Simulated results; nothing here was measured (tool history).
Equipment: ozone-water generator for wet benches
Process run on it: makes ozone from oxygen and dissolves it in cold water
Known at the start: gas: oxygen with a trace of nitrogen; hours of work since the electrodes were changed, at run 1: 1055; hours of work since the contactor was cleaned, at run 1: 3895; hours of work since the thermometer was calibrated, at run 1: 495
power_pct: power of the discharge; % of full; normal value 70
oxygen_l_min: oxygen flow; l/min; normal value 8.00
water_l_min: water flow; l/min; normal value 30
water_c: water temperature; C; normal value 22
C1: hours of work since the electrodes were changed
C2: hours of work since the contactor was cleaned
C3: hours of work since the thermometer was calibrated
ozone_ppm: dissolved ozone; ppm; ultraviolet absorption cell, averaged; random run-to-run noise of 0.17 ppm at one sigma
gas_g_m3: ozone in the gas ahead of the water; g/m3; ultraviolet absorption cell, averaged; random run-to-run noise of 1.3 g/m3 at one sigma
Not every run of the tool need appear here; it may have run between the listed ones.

Run 1, day 0.000: usual settings; C1 1055; C2 3895; C3 495. Result: ozone_ppm 22.4 ppm, gas_g_m3 224.6 g/m3.
Run 2, day 1.071: usual settings; C1 1076; C2 3916; C3 517. Result: ozone_ppm 22.3 ppm, gas_g_m3 224.0 g/m3.
Run 3, day 1.838: usual settings; C1 1092; C2 3932; C3 533. Result: ozone_ppm 22.6 ppm, gas_g_m3 223.9 g/m3.
Run 4, day 2.875: usual settings; C1 1113; C2 3953; C3 554. Result: ozone_ppm 22.6 ppm, gas_g_m3 221.8 g/m3.
At day 3.179: contactor cleaned.
Run 5, day 4.129: usual settings; C1 1135; C2 19; C3 576. Result: ozone_ppm 22.4 ppm, gas_g_m3 224.2 g/m3.
Run 6, day 5.304: usual settings; C1 1159; C2 43; C3 600. Result: ozone_ppm 22.2 ppm, gas_g_m3 224.8 g/m3.
At day 5.771: contactor cleaned, once more.
Run 7, day 7.017: usual settings; C1 1191; C2 25; C3 631. Result: ozone_ppm 22.9 ppm, gas_g_m3 223.1 g/m3.
Run 8, day 8.529: usual settings; C1 1222; C2 56; C3 662. Result: ozone_ppm 22.7 ppm, gas_g_m3 222.1 g/m3.
Run 9, day 9.192: usual settings but oxygen_l_min 9.94 l/min, water_l_min 35 l/min; C1 1235; C2 70; C3 676. Result: ozone_ppm 19.3 ppm, gas_g_m3 192.1 g/m3.
Run 10, day 10.325: usual settings but power_pct 66 % of full; C1 1258; C2 93; C3 699. Result: ozone_ppm 22.0 ppm, gas_g_m3 213.3 g/m3.
Run 11, day 11.196: usual settings but power_pct 58 % of full, oxygen_l_min 5.57 l/min, water_l_min 35 l/min, water_c 23 C; C1 1276; C2 111; C3 716. Result: ozone_ppm 17.7 ppm, gas_g_m3 251.9 g/m3.
Run 12, day 12.650: usual settings but power_pct 58 % of full, oxygen_l_min 12.72 l/min, water_l_min 35 l/min, water_c 23 C; C1 1306; C2 140; C3 746. Result: ozone_ppm 15.9 ppm, gas_g_m3 144.1 g/m3.

Here are 5 independent what-if runs from the current tool condition. What would each one return?
Run A, day 13.967: usual settings but power_pct 58 % of full, oxygen_l_min 9.67 l/min, water_l_min 35 l/min, water_c 23 C; C1 1332; C2 167; C3 773. Result: ozone_ppm ?, gas_g_m3 ?.
Run B, day 13.967: usual settings but oxygen_l_min 5.16 l/min; C1 1332; C2 167; C3 773. Result: ozone_ppm ?, gas_g_m3 ?.
Run C, day 13.967: usual settings but power_pct 58 % of full, oxygen_l_min 12.72 l/min; C1 1332; C2 167; C3 773. Result: ozone_ppm ?, gas_g_m3 ?.
Run D, day 13.967: usual settings but power_pct 62 % of full, oxygen_l_min 4.43 l/min, water_l_min 31 l/min, water_c 23 C; C1 1332; C2 167; C3 773. Result: ozone_ppm ?, gas_g_m3 ?.
Run E, day 13.967: usual settings but power_pct 78 % of full, oxygen_l_min 12.72 l/min, water_l_min 35 l/min, water_c 23 C; C1 1332; C2 167; C3 773. Result: ozone_ppm ?, gas_g_m3 ?.

run  ozone_ppm  gas_g_m3
  A       16.5     171.8
  B       23.6     298.9
  C       18.3     143.7
  D       21.0     306.3
  E       19.2     173.7
Without the tool's hidden state the same runs would have given:
run  ozone_ppm  gas_g_m3
  A       17.2     178.2
  B       24.7     311.6
  C       19.0     149.0
  D       21.9     318.3
  E       20.2     181.7
